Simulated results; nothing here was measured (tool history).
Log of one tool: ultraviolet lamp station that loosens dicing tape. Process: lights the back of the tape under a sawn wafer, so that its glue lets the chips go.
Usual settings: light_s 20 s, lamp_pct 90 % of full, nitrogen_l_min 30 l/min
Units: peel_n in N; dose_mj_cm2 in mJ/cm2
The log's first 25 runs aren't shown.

Run 26, hour 195.3: usual settings but light_s 10 s, lamp_pct 62 % of full. Result: peel_n 2.732 N, dose_mj_cm2 158 mJ/cm2.
Run 27, hour 205.7: usual settings but light_s 21 s, lamp_pct 63 % of full, nitrogen_l_min 10 l/min. Result: peel_n 1.599 N, dose_mj_cm2 339 mJ/cm2.
Run 28, hour 212.5: usual settings but light_s 21 s, lamp_pct 63 % of full, nitrogen_l_min 10 l/min. Result: peel_n 1.602 N, dose_mj_cm2 337 mJ/cm2.
Run 29, hour 221.7: usual settings but light_s 17 s, lamp_pct 94 % of full, nitrogen_l_min 10 l/min. Result: peel_n 1.145 N, dose_mj_cm2 406 mJ/cm2.
Run 30, hour 230.4: usual settings but light_s 17 s, lamp_pct 94 % of full, nitrogen_l_min 10 l/min. Result: peel_n 1.174 N, dose_mj_cm2 407 mJ/cm2.
Run 31, hour 235.9: usual settings but light_s 14 s, lamp_pct 80 % of full, nitrogen_l_min 10 l/min. Result: peel_n 2.012 N, dose_mj_cm2 286 mJ/cm2.
Run 32, hour 243.6: usual settings but light_s 14 s, lamp_pct 80 % of full, nitrogen_l_min 10 l/min. Result: peel_n 2.05 N, dose_mj_cm2 286 mJ/cm2.
Run 33, hour 254: usual settings but light_s 13 s. Result: peel_n 1.142 N, dose_mj_cm2 301 mJ/cm2.
Run 34, hour 264.2: usual settings but light_s 31 s, lamp_pct 72 % of full, nitrogen_l_min 23 l/min. Result: peel_n 0.283 N, dose_mj_cm2 569 mJ/cm2.
Run 35, hour 268.7: usual settings but light_s 31 s, lamp_pct 72 % of full, nitrogen_l_min 23 l/min. Result: peel_n 0.285 N, dose_mj_cm2 575 mJ/cm2.
Run 36, hour 273.9: usual settings but light_s 31 s, lamp_pct 72 % of full, nitrogen_l_min 23 l/min. Result: peel_n 0.278 N, dose_mj_cm2 565 mJ/cm2.
Run 37, hour 280.7: usual settings but light_s 31 s, lamp_pct 72 % of full, nitrogen_l_min 22 l/min. Result: peel_n 0.31 N, dose_mj_cm2 566 mJ/cm2.
Run 38, hour 290.2: usual settings but light_s 31 s, lamp_pct 72 % of full, nitrogen_l_min 22 l/min. Result: peel_n 0.293 N, dose_mj_cm2 574 mJ/cm2.
Run 39, hour 300.1: usual settings but light_s 18 s, lamp_pct 88 % of full. Result: peel_n 0.578 N, dose_mj_cm2 404 mJ/cm2.
Run 40, hour 308.3: usual settings but light_s 18 s, lamp_pct 88 % of full. Result: peel_n 0.571 N, dose_mj_cm2 404 mJ/cm2.
Run 41, hour 312.8: usual settings but nitrogen_l_min 48 l/min. Result: peel_n 0.319 N, dose_mj_cm2 459 mJ/cm2.
Run 42, hour 317.5: usual settings but nitrogen_l_min 48 l/min. Result: peel_n 0.318 N, dose_mj_cm2 463 mJ/cm2.
Run 43, hour 326.8: usual settings but light_s 37 s, nitrogen_l_min 16 l/min. Result: peel_n 0.139 N, dose_mj_cm2 850 mJ/cm2.
Run 44, hour 335.7: usual settings but light_s 37 s, nitrogen_l_min 16 l/min. Result: peel_n 0.13 N, dose_mj_cm2 851 mJ/cm2.

3 ways to go on from here, each from the tool as it stands after run 44. What would each give?
Run A, hour 346.3: usual settings but light_s 36 s, lamp_pct 91 % of full, nitrogen_l_min 32 l/min. Result: peel_n ?, dose_mj_cm2 ?.
Run B, hour 346.3: usual settings but lamp_pct 74 % of full, nitrogen_l_min 33 l/min. Result: peel_n ?, dose_mj_cm2 ?.
Run C, hour 346.3: usual settings but light_s 27 s, nitrogen_l_min 20 l/min. Result: peel_n ?, dose_mj_cm2 ?.

run  peel_n  dose_mj_cm2
  A   0.095          836
  B   0.644          376
  C   0.251          614
Without the tool's hidden state the same runs would have given:
run  peel_n  dose_mj_cm2
  A   0.095          837
  B   0.643          376
  C   0.251          615
